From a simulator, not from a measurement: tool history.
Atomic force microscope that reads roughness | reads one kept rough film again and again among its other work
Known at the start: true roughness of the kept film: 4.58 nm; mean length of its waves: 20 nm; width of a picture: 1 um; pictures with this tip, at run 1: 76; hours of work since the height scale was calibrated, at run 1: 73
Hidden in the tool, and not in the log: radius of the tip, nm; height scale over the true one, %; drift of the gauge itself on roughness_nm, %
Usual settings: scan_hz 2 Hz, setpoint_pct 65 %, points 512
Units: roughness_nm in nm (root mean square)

run   hour  scan_hz  setpoint_pct  points  pictures with this tip  hours of work since the height scale was calibrated  roughness_nm
  1      0        2            65     512                      76                                                   73         3.282
  2     15     1.68            65     512                      99                                                   85         3.305
  3   25.1        2            56     512                     114                                                   93         3.349
  4   36.3        2            56     512                     132                                                  101         3.365
  5   47.7        2            56     512                     149                                                  110         3.366
  6   69.8        2            56     705                     184                                                  127         3.348
  7   82.6        2            56     705                     203                                                  137         3.351
  8   94.3        2            56     705                     221                                                  146         3.367
  9  111.3        2            56     705                     248                                                  159         3.378
     120.5  -- new tip fitted
 10  133.3        2            56     705                      20                                                  175         3.383
 11  147.7        2            56     705                      42                                                  186         3.359
 12  163.9      0.8            68     479                      67                                                  199          3.39
 13  176.7      0.8            68     479                      87                                                  209         3.352
 14  195.5     1.33            68     691                     116                                                  223         3.312
 15  209.4     1.33            68     691                     138                                                  234         3.315
 16  226.8     1.63            71     307                     165                                                  247         3.204
 17  243.9        2            62     512                     191                                                  260         3.309
 18  258.9        2            62     512                     214                                                  272         3.317
 19  276.5        2            62     512                     241                                                  285          3.28

Hidden state at the last listed run before each entry between runs and at the first one after, where it differs:
Between runs 9 and 10: new tip fitted (hour 120.5)
  radius of the tip, nm: 7.1 -> 7
  measured less the result without the state, roughness_nm: -0.014 -> -0.003 nm (root mean square)
